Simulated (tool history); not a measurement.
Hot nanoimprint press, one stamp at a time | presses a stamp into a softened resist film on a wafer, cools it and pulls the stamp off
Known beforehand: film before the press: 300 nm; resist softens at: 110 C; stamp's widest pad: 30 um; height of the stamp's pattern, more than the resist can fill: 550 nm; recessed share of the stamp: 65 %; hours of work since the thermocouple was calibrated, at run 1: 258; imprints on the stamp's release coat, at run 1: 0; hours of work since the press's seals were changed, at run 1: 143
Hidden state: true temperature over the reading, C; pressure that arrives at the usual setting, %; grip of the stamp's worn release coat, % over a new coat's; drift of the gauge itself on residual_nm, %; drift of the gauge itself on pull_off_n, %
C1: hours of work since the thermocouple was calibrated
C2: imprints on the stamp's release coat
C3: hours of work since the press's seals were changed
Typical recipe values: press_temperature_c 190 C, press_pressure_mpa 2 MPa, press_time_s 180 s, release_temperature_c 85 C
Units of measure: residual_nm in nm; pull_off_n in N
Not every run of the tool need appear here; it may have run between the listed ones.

Run 1, hour 0: usual settings; C1 258; C2 0; C3 143. Result: residual_nm 117 nm, pull_off_n 238 N.
Run 2, hour 32.5: usual settings but release_temperature_c 73 C; C1 273; C2 71; C3 158. Result: residual_nm 116.7 nm, pull_off_n 256 N.
Run 3, hour 60: usual settings; C1 284; C2 130; C3 170. Result: residual_nm 116.6 nm, pull_off_n 240 N.
Run 4, hour 118.9: usual settings but press_temperature_c 201 C; C1 310; C2 258; C3 195. Result: residual_nm 68.6 nm, pull_off_n 246 N.
Run 5, hour 167: usual settings but press_temperature_c 201 C; C1 331; C2 362; C3 216. Result: residual_nm 68.8 nm, pull_off_n 241 N.
Run 6, hour 228.2: usual settings but press_temperature_c 201 C; C1 358; C2 495; C3 243. Result: residual_nm 68.8 nm, pull_off_n 241 N.
Run 7, hour 279.8: usual settings; C1 380; C2 607; C3 265. Result: residual_nm 117.2 nm, pull_off_n 240 N.
Run 8, hour 307.3: usual settings; C1 392; C2 666; C3 277. Result: residual_nm 117.3 nm, pull_off_n 237 N.
Run 9, hour 347.2: usual settings; C1 410; C2 753; C3 295. Result: residual_nm 117.6 nm, pull_off_n 242 N.
Run 10, hour 410.8: usual settings; C1 437; C2 891; C3 322. Result: residual_nm 118 nm, pull_off_n 240 N.
Run 11, hour 468.4: usual settings; C1 462; C2 1015; C3 347. Result: residual_nm 118.5 nm, pull_off_n 238 N.
Run 12, hour 517.8: usual settings; C1 484; C2 1122; C3 369. Result: residual_nm 118 nm, pull_off_n 249 N.
Run 13, hour 577.3: usual settings but release_temperature_c 73 C; C1 510; C2 1251; C3 395. Result: residual_nm 118.6 nm, pull_off_n 268 N.
Run 14, hour 640.8: usual settings; C1 537; C2 1389; C3 422. Result: residual_nm 118.7 nm, pull_off_n 244 N.
Run 15, hour 668.7: usual settings but press_temperature_c 186 C; C1 550; C2 1449; C3 435. Result: residual_nm 142.9 nm, pull_off_n 240 N.
At hour 688.8: gauge calibrated.
At hour 732.3: plate thermocouple calibrated.
Run 16, hour 733.9: usual settings but press_temperature_c 186 C; C1 1; C2 1584; C3 462. Result: residual_nm 140.8 nm, pull_off_n 236 N.
At hour 781.5: stamp cleaned and given a new release coat.
Run 17, hour 805.8: usual settings but press_temperature_c 180 C, press_time_s 264 s, release_temperature_c 82 C; C1 29; C2 53; C3 490. Result: residual_nm 161.8 nm, pull_off_n 250 N.
Run 18, hour 844.3: usual settings but press_temperature_c 199 C, press_pressure_mpa 2.34 MPa, press_time_s 140 s, release_temperature_c 73 C; C1 46; C2 137; C3 507. Result: residual_nm 79.3 nm, pull_off_n 258 N.
Run 19, hour 890.8: usual settings but press_temperature_c 187 C, press_pressure_mpa 2.12 MPa, press_time_s 108 s, release_temperature_c 86 C; C1 66; C2 237; C3 527. Result: residual_nm 160.7 nm, pull_off_n 232 N.
Run 20, hour 934.2: usual settings but press_pressure_mpa 2.94 MPa; C1 85; C2 331; C3 546. Result: residual_nm 99.2 nm, pull_off_n 231 N.
Run 21, hour 994.6: usual settings but press_pressure_mpa 1.94 MPa, press_time_s 112 s; C1 112; C2 462; C3 573. Result: residual_nm 144.3 nm, pull_off_n 238 N.
Run 22, hour 1032.4: usual settings but press_pressure_mpa 1.94 MPa, press_time_s 112 s; C1 128; C2 544; C3 589. Result: residual_nm 144.7 nm, pull_off_n 244 N.
Run 23, hour 1093.9: usual settings but press_pressure_mpa 1.81 MPa, press_time_s 112 s, release_temperature_c 75 C; C1 155; C2 678; C3 616. Result: residual_nm 148.6 nm, pull_off_n 256 N.
Run 24, hour 1133.5: usual settings but press_pressure_mpa 2.69 MPa, press_time_s 315 s, release_temperature_c 89 C; C1 172; C2 763; C3 633. Result: residual_nm 80.6 nm, pull_off_n 229 N.
Run 25, hour 1187: usual settings but press_pressure_mpa 2.49 MPa, press_time_s 315 s, release_temperature_c 89 C; C1 195; C2 879; C3 656. Result: residual_nm 83.8 nm, pull_off_n 232 N.
Run 26, hour 1235.2: usual settings but press_pressure_mpa 2.49 MPa, press_time_s 315 s, release_temperature_c 89 C; C1 216; C2 984; C3 677. Result: residual_nm 83.8 nm, pull_off_n 237 N.
Run 27, hour 1289.1: usual settings but press_pressure_mpa 2.49 MPa, press_time_s 315 s, release_temperature_c 89 C; C1 240; C2 1101; C3 701. Result: residual_nm 84.1 nm, pull_off_n 236 N.
Run 28, hour 1348.5: usual settings but press_temperature_c 184 C, press_pressure_mpa 2.49 MPa, press_time_s 233 s, release_temperature_c 84 C; C1 266; C2 1230; C3 727. Result: residual_nm 130.9 nm, pull_off_n 240 N.
Run 29, hour 1382.8: usual settings but press_temperature_c 183 C, press_pressure_mpa 2.49 MPa, press_time_s 233 s, release_temperature_c 88 C; C1 281; C2 1304; C3 742. Result: residual_nm 137.4 nm, pull_off_n 231 N.
Run 30, hour 1426.2: usual settings but press_temperature_c 183 C, press_pressure_mpa 2.49 MPa, press_time_s 233 s, release_temperature_c 88 C; C1 300; C2 1398; C3 760. Result: residual_nm 137.9 nm, pull_off_n 232 N.
Run 31, hour 1491.5: usual settings but press_temperature_c 187 C, press_pressure_mpa 2.49 MPa, press_time_s 202 s, release_temperature_c 80 C; C1 328; C2 1539; C3 789. Result: residual_nm 119.8 nm, pull_off_n 255 N.

3 ways to go on from here, each from the tool as it stands after run 31. What would each give?
Run A, hour 1524.3: usual settings but press_pressure_mpa 1.66 MPa, press_time_s 209 s; C1 342; C2 1610; C3 803. Result: residual_nm ?, pull_off_n ?.
Run B, hour 1524.3: usual settings but press_temperature_c 187 C, press_pressure_mpa 1.74 MPa, press_time_s 294 s; C1 342; C2 1610; C3 803. Result: residual_nm ?, pull_off_n ?.
Run C, hour 1524.3: usual settings but press_temperature_c 187 C, press_pressure_mpa 2.49 MPa, press_time_s 323 s, release_temperature_c 80 C; C1 342; C2 1610; C3 803. Result: residual_nm ?, pull_off_n ?.

run  residual_nm  pull_off_n
  A        120.9         244
  B        119.5         241
  C         97.7         250
With the hidden condition removed and each run's random variation left untouched, the same runs would have given:
run  residual_nm  pull_off_n
  A          118         241
  B        116.5         238
  C         95.3         247

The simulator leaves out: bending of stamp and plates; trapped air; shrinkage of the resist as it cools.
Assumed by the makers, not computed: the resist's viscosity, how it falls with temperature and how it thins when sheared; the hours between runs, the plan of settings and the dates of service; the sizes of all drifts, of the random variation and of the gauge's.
